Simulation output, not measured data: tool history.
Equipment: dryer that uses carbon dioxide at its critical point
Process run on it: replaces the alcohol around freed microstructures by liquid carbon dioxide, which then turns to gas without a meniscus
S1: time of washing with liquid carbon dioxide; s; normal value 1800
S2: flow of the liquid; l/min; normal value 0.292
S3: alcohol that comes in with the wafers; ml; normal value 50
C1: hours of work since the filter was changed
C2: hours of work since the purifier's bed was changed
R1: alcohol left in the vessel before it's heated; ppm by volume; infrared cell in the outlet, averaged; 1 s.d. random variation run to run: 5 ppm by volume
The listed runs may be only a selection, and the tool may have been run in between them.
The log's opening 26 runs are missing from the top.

Run 27, hour 160.3: usual settings but S1 1620 s, S2 0.384 l/min, S3 23 ml; C1 65; C2 186. Result: R1 43 ppm by volume.
Run 28, hour 167.7: usual settings but S1 1740 s, S2 0.444 l/min, S3 23 ml; C1 68; C2 189. Result: R1 51 ppm by volume.
Run 29, hour 175.4: usual settings but S2 0.336 l/min; C1 71; C2 192. Result: R1 46 ppm by volume.
Run 30, hour 184.4: usual settings but S2 0.336 l/min; C1 74; C2 195. Result: R1 46 ppm by volume.
Run 31, hour 189.9: usual settings but S1 1140 s, S2 0.216 l/min, S3 43 ml; C1 76; C2 197. Result: R1 1013 ppm by volume.
Run 32, hour 198.6: usual settings but S1 1140 s, S2 0.176 l/min, S3 23 ml; C1 80; C2 201. Result: R1 1144 ppm by volume.
Run 33, hour 208.2: usual settings but S1 2880 s, S2 0.193 l/min, S3 77 ml; C1 83; C2 204. Result: R1 53 ppm by volume.
Run 34, hour 212.2: usual settings but S1 2340 s, S2 0.337 l/min; C1 85; C2 206. Result: R1 51 ppm by volume.
Run 35, hour 218.0: usual settings but S1 1620 s, S2 0.339 l/min; C1 87; C2 208. Result: R1 54 ppm by volume.
Run 36, hour 222.5: usual settings but S2 0.180 l/min, S3 116 ml; C1 89; C2 210. Result: R1 896 ppm by volume.
Run 37, hour 232.1: usual settings but S1 2100 s, S2 0.261 l/min, S3 24 ml; C1 93; C2 213. Result: R1 51 ppm by volume.
Run 38, hour 240.8: usual settings but S1 1260 s, S2 0.278 l/min; C1 96; C2 217. Result: R1 270 ppm by volume.

Consider 4 possible next runs. They are alternatives, not a sequence: every one starts from the tool as it was left by run 38. What does each give?
Run A, hour 244.9: usual settings but S1 2220 s, S2 0.209 l/min, S3 101 ml; C1 98; C2 218. Result: R1 ?.
Run B, hour 244.9: usual settings but S1 1080 s, S2 0.216 l/min; C1 98; C2 218. Result: R1 ?.
Run C, hour 244.9: usual settings but S1 1260 s; C1 98; C2 218. Result: R1 ?.
Run D, hour 244.9: usual settings but S1 1140 s, S2 0.218 l/min, S3 60 ml; C1 98; C2 218. Result: R1 ?.

run    R1
  A   128
  B  1490
  C   200
  D  1412
Without the tool's unlogged condition, the same runs would have read:
run    R1
  A    67
  B  1260
  C   125
  D  1182
